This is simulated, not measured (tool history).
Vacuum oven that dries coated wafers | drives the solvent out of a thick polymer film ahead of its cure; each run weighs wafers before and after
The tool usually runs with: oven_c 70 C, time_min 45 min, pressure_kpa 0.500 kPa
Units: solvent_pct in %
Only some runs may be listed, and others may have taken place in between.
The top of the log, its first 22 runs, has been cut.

| run | hour | oven_c | time_min | pressure_kpa | hours of work since the thermocouples were calibrated | hours of work since the vacuum gauge was cleaned of residue | solvent_pct |
|---|---|---|---|---|---|---|---|
| 23 | 1330.9 | 70 | 31 | 0.443 | 1625 | 209 | 5.95 |
| 24 | 1401.6 | 70 | 62 | 0.443 | 1667 | 251 | 2.11 |
| 25 | 1438.2 | 70 | 62 | 0.443 | 1689 | 273 | 2.21 |
|  | 1449.7 | oven's thermocouples calibrated |
| 26 | 1479.9 | 70 | 29 | 0.633 | 18 | 297 | 5.71 |
| 27 | 1534.5 | 70 | 29 | 0.633 | 51 | 329 | 5.73 |
| 28 | 1586.2 | 83 | 32 | 0.500 | 81 | 360 | 1.39 |
| 29 | 1655.6 | 83 | 32 | 0.500 | 123 | 402 | 1.40 |
| 30 | 1688.9 | 67 | 45 | 0.688 | 143 | 422 | 4.25 |
| 31 | 1756.3 | 68 | 45 | 0.688 | 183 | 462 | 3.81 |
| 32 | 1799.6 | 68 | 45 | 0.688 | 209 | 488 | 3.90 |
| 33 | 1844.9 | 61 | 31 | 0.571 | 236 | 515 | 8.91 |
| 34 | 1892.6 | 61 | 31 | 0.571 | 264 | 543 | 9.05 |
| 35 | 1970.5 | 61 | 47 | 0.500 | 311 | 589 | 6.43 |

Predict each of these 5 candidate next runs independently; none follows another, all start after run 35:
| A | 2048.6 | 66 | 48 | 0.281 | 357 | 636 | ? |
| B | 2048.6 | 61 | 57 | 0.500 | 357 | 636 | ? |
| C | 2048.6 | 66 | 32 | 0.704 | 357 | 636 | ? |
| D | 2048.6 | 61 | 39 | 0.329 | 357 | 636 | ? |
| E | 2048.6 | 70 | 39 | 0.481 | 357 | 636 | ? |

| run | solvent_pct |
|---|---|
| A | 4.16 |
| B | 5.08 |
| C | 6.94 |
| D | 7.52 |
| E | 4.07 |
Had the tool no hidden state, the same runs would have come out as:
| run | solvent_pct |
|---|---|
| A | 3.78 |
| B | 4.65 |
| C | 6.54 |
| D | 7.10 |
| E | 3.72 |
